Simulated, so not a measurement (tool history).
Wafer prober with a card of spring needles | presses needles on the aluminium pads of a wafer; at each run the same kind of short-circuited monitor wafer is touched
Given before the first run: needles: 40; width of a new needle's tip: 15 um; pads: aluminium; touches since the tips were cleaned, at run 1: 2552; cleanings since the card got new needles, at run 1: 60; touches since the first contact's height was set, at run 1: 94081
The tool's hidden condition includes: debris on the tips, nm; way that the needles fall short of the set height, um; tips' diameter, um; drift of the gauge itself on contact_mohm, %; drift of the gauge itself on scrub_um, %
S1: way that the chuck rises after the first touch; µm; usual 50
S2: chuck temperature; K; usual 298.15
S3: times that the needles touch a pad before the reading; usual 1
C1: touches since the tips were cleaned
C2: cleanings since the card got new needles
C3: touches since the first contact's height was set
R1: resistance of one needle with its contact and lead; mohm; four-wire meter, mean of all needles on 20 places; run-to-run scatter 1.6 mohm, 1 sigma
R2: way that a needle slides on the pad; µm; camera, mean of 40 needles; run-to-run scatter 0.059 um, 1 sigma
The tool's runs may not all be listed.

run 1 day=0 | S1=50 S2=298.15 S3=1 | C1=2552 C2=60 C3=94081 | R1=287 R2=10.41
-- day=0.062 tips cleaned on abrasive film
-- day=0.35 tips cleaned on abrasive film
-- day=0.642 tips cleaned on abrasive film
-- day=0.933 tips cleaned on abrasive film
-- day=1.004 height of the first contact set anew
-- day=1.238 tips cleaned on abrasive film
-- day=1.525 tips cleaned on abrasive film
-- day=1.758 tips cleaned on abrasive film
-- day=2.05 tips cleaned on abrasive film
-- day=2.342 tips cleaned on abrasive film
run 2 day=2.35 | S1=50 S2=298.15 S3=1 | C1=126 C2=69 C3=15836 | R1=180 R2=10.02
-- day=2.583 tips cleaned on abrasive film
-- day=2.817 tips cleaned on abrasive film
-- day=3.108 tips cleaned on abrasive film
-- day=3.396 tips cleaned on abrasive film
-- day=3.688 tips cleaned on abrasive film
-- day=3.979 tips cleaned on abrasive film
-- day=4.271 tips cleaned on abrasive film
-- day=4.5 tips cleaned on abrasive film
-- day=4.792 tips cleaned on abrasive film
-- day=5.083 tips cleaned on abrasive film
-- day=5.375 tips cleaned on abrasive film
run 3 day=5.446 | S1=50 S2=301.15 S3=1 | C1=854 C2=80 C3=52206 | R1=240 R2=9.99
-- day=5.621 tips cleaned on abrasive film
-- day=5.854 tips cleaned on abrasive film
-- day=6.146 tips cleaned on abrasive film
-- day=6.433 tips cleaned on abrasive film
-- day=6.725 tips cleaned on abrasive film
-- day=7.017 tips cleaned on abrasive film
-- day=7.304 tips cleaned on abrasive film
-- day=7.596 tips cleaned on abrasive film
run 4 day=7.646 | S1=50 S2=298.15 S3=1 | C1=573 C2=88 C3=78050 | R1=214 R2=9.83
-- day=7.879 tips cleaned on abrasive film
-- day=8.112 tips cleaned on abrasive film
-- day=8.4 tips cleaned on abrasive film
-- day=8.692 tips cleaned on abrasive film
-- day=8.983 tips cleaned on abrasive film
-- day=9.271 tips cleaned on abrasive film
-- day=9.562 tips cleaned on abrasive film
-- day=9.8 tips cleaned on abrasive film
run 5 day=9.8 | S1=50 S2=298.15 S3=2 | C1=0 C2=96 C3=103380 | R1=172 R2=9.55
-- day=9.988 height of the first contact set anew
-- day=10.046 tips cleaned on abrasive film
-- day=10.338 tips cleaned on abrasive film
-- day=10.629 tips cleaned on abrasive film
-- day=10.917 tips cleaned on abrasive film
-- day=11.208 tips cleaned on abrasive film
-- day=11.5 tips cleaned on abrasive film
-- day=11.788 tips cleaned on abrasive film
-- day=11.917 height of the first contact set anew, once more
-- day=12.033 tips cleaned on abrasive film
-- day=12.325 tips cleaned on abrasive film
-- day=12.617 tips cleaned on abrasive film
run 6 day=12.842 | S1=50 S2=298.15 S3=2 | C1=2712 C2=106 C3=10909 | R1=244 R2=10.72
-- day=12.904 tips cleaned on abrasive film
-- day=13.196 tips cleaned on abrasive film
-- day=13.488 tips cleaned on abrasive film
-- day=13.775 tips cleaned on abrasive film
-- day=14.067 tips cleaned on abrasive film
-- day=14.358 tips cleaned on abrasive film
-- day=14.646 tips cleaned on abrasive film
-- day=14.938 tips cleaned on abrasive film
-- day=15.229 tips cleaned on abrasive film
-- day=15.517 tips cleaned on abrasive film
-- day=15.75 tips cleaned on abrasive film
run 7 day=15.8 | S1=50 S2=298.15 S3=2 | C1=598 C2=117 C3=45660 | R1=195 R2=10.63
-- day=16.033 tips cleaned on abrasive film
-- day=16.267 tips cleaned on abrasive film
-- day=16.558 tips cleaned on abrasive film
-- day=16.792 tips cleaned on abrasive film
-- day=17.083 tips cleaned on abrasive film
-- day=17.371 tips cleaned on abrasive film
-- day=17.662 tips cleaned on abrasive film
-- day=17.954 tips cleaned on abrasive film
run 8 day=18.071 | S1=50 S2=298.15 S3=1 | C1=1419 C2=125 C3=72353 | R1=266 R2=10.55
-- day=18.192 tips cleaned on abrasive film
-- day=18.483 tips cleaned on abrasive film
-- day=18.771 tips cleaned on abrasive film
-- day=19.062 tips cleaned on abrasive film
-- day=19.354 tips cleaned on abrasive film
-- day=19.588 tips cleaned on abrasive film
-- day=19.875 tips cleaned on abrasive film
-- day=20.167 tips cleaned on abrasive film
-- day=20.458 tips cleaned on abrasive film
-- day=20.746 tips cleaned on abrasive film
-- day=20.933 height of the first contact set anew
run 9 day=20.971 | S1=50 S2=298.15 S3=2 | C1=2491 C2=135 C3=442 | R1=249 R2=10.98
-- day=21.029 tips cleaned on abrasive film
-- day=21.321 tips cleaned on abrasive film
-- day=21.612 tips cleaned on abrasive film
-- day=21.9 tips cleaned on abrasive film
-- day=22.192 tips cleaned on abrasive film
-- day=22.483 tips cleaned on abrasive film
-- day=22.775 tips cleaned on abrasive film
-- day=23.062 tips cleaned on abrasive film
-- day=23.354 tips cleaned on abrasive film
-- day=23.646 tips cleaned on abrasive film
-- day=23.904 tips cleaned on abrasive film
run 10 day=23.904 | S1=50 S2=337.15 S3=1 | C1=0 C2=146 C3=34909 | R1=180 R2=10.86
-- day=24.138 tips cleaned on abrasive film
-- day=24.429 tips cleaned on abrasive film
-- day=24.717 tips cleaned on abrasive film
-- day=25.008 tips cleaned on abrasive film
-- day=25.3 tips cleaned on abrasive film
-- day=25.588 tips cleaned on abrasive film
-- day=25.879 tips cleaned on abrasive film
-- day=26.171 tips cleaned on abrasive film
-- day=26.458 tips cleaned on abrasive film
-- day=26.75 tips cleaned on abrasive film
run 11 day=26.908 | S1=50 S2=301.15 S3=2 | C1=1890 C2=156 C3=70269 | R1=249 R2=10.53
-- day=27.029 tips cleaned on abrasive film
-- day=27.262 tips cleaned on abrasive film
-- day=27.55 tips cleaned on abrasive film
-- day=27.783 tips cleaned on abrasive film
-- day=28.075 tips cleaned on abrasive film
-- day=28.308 tips cleaned on abrasive film
-- day=28.6 tips cleaned on abrasive film
-- day=28.862 tips cleaned on abrasive film
run 12 day=28.862 | S1=40 S2=318.15 S3=1 | C1=0 C2=164 C3=93155 | R1=189 R2=8.34
-- day=29.096 tips cleaned on abrasive film
-- day=29.383 tips cleaned on abrasive film
-- day=29.617 tips cleaned on abrasive film
-- day=29.908 tips cleaned on abrasive film
-- day=29.921 height of the first contact set anew
-- day=30.154 tips cleaned on abrasive film
-- day=30.446 tips cleaned on abrasive film
-- day=30.679 tips cleaned on abrasive film
-- day=30.967 tips cleaned on abrasive film
-- day=31.258 tips cleaned on abrasive film
-- day=31.55 tips cleaned on abrasive film
run 13 day=31.588 | S1=69 S2=323.15 S3=2 | C1=475 C2=174 C3=19601 | R1=177 R2=14.89
-- day=31.821 tips cleaned on abrasive film
-- day=32.112 tips cleaned on abrasive film
-- day=32.346 tips cleaned on abrasive film
-- day=32.638 tips cleaned on abrasive film
-- day=32.925 tips cleaned on abrasive film
-- day=33.217 tips cleaned on abrasive film
run 14 day=33.404 | S1=69 S2=323.15 S3=2 | C1=2223 C2=180 C3=40949 | R1=207 R2=14.72
-- day=33.462 tips cleaned on abrasive film
-- day=33.754 tips cleaned on abrasive film
-- day=34.046 tips cleaned on abrasive film
-- day=34.279 tips cleaned on abrasive film
-- day=34.567 tips cleaned on abrasive film
-- day=34.858 tips cleaned on abrasive film
run 15 day=35.062 | S1=42 S2=323.15 S3=2 | C1=2427 C2=186 C3=60452 | R1=310 R2=8.85
-- day=35.125 tips cleaned on abrasive film
-- day=35.412 tips cleaned on abrasive film
-- day=35.704 tips cleaned on abrasive film
-- day=35.938 tips cleaned on abrasive film
-- day=36.171 tips cleaned on abrasive film
-- day=36.462 tips cleaned on abrasive film
-- day=36.696 tips cleaned on abrasive film
-- day=36.983 tips cleaned on abrasive film
-- day=37.217 tips cleaned on abrasive film
-- day=37.508 tips cleaned on abrasive film
-- day=37.8 tips cleaned on abrasive film
-- day=38.088 tips cleaned on abrasive film
run 16 day=38.096 | S1=54 S2=321.15 S3=1 | C1=84 C2=198 C3=96054 | R1=181 R2=11.27
-- day=38.329 tips cleaned on abrasive film
-- day=38.621 tips cleaned on abrasive film
-- day=38.854 tips cleaned on abrasive film
-- day=38.925 height of the first contact set anew
-- day=39.158 tips cleaned on abrasive film
-- day=39.392 tips cleaned on abrasive film
-- day=39.679 tips cleaned on abrasive film
run 17 day=39.7 | S1=44 S2=310.15 S3=2 | C1=242 C2=204 C3=9122 | R1=193 R2=9.51
-- day=39.933 tips cleaned on abrasive film
-- day=40.167 tips cleaned on abrasive film
-- day=40.4 tips cleaned on abrasive film
-- day=40.692 tips cleaned on abrasive film
-- day=40.979 tips cleaned on abrasive film
-- day=41.271 tips cleaned on abrasive film
-- day=41.504 tips cleaned on abrasive film
-- day=41.796 tips cleaned on abrasive film
-- day=42.083 tips cleaned on abrasive film
-- day=42.375 tips cleaned on abrasive film
-- day=42.667 tips cleaned on abrasive film
run 18 day=42.854 | S1=50 S2=298.15 S3=3 | C1=2230 C2=215 C3=46186 | R1=221 R2=10.65
-- day=42.912 tips cleaned on abrasive film
-- day=43.204 tips cleaned on abrasive film
-- day=43.496 tips cleaned on abrasive film
-- day=43.788 tips cleaned on abrasive film
-- day=44.075 tips cleaned on abrasive film
-- day=44.367 tips cleaned on abrasive film
-- day=44.658 tips cleaned on abrasive film
run 19 day=44.779 | S1=70 S2=364.15 S3=2 | C1=1444 C2=222 C3=68807 | R1=204 R2=15.01

Forecast each of these 3 alternatives for the next run:
-- day=44.896 tips cleaned on abrasive film
-- day=45.188 tips cleaned on abrasive film
-- day=45.475 tips cleaned on abrasive film
-- day=45.767 tips cleaned on abrasive film
-- day=46 tips cleaned on abrasive film
-- day=46.292 tips cleaned on abrasive film
run A day=46.438 | S1=70 S2=304.15 S3=2 | C1=1748 C2=228 C3=88312 | R1=? R2=?
-- day=44.896 tips cleaned on abrasive film
-- day=45.188 tips cleaned on abrasive film
-- day=45.475 tips cleaned on abrasive film
-- day=45.767 tips cleaned on abrasive film
-- day=46 tips cleaned on abrasive film
-- day=46.292 tips cleaned on abrasive film
run B day=46.438 | S1=50 S2=385.15 S3=2 | C1=1748 C2=228 C3=88312 | R1=? R2=?
-- day=44.896 tips cleaned on abrasive film
-- day=45.188 tips cleaned on abrasive film
-- day=45.475 tips cleaned on abrasive film
-- day=45.767 tips cleaned on abrasive film
-- day=46 tips cleaned on abrasive film
-- day=46.292 tips cleaned on abrasive film
run C day=46.438 | S1=45 S2=329.15 S3=2 | C1=1748 C2=228 C3=88312 | R1=? R2=?

run=A R1=200 R2=14.9
run=B R1=262 R2=10.5
run=C R1=276 R2=9.36
Take away the tool's hidden state, keep each run's random variation, and the runs would have read:
run=A R1=152 R2=15.29
run=B R1=177 R2=10.9
run=C R1=166 R2=9.75

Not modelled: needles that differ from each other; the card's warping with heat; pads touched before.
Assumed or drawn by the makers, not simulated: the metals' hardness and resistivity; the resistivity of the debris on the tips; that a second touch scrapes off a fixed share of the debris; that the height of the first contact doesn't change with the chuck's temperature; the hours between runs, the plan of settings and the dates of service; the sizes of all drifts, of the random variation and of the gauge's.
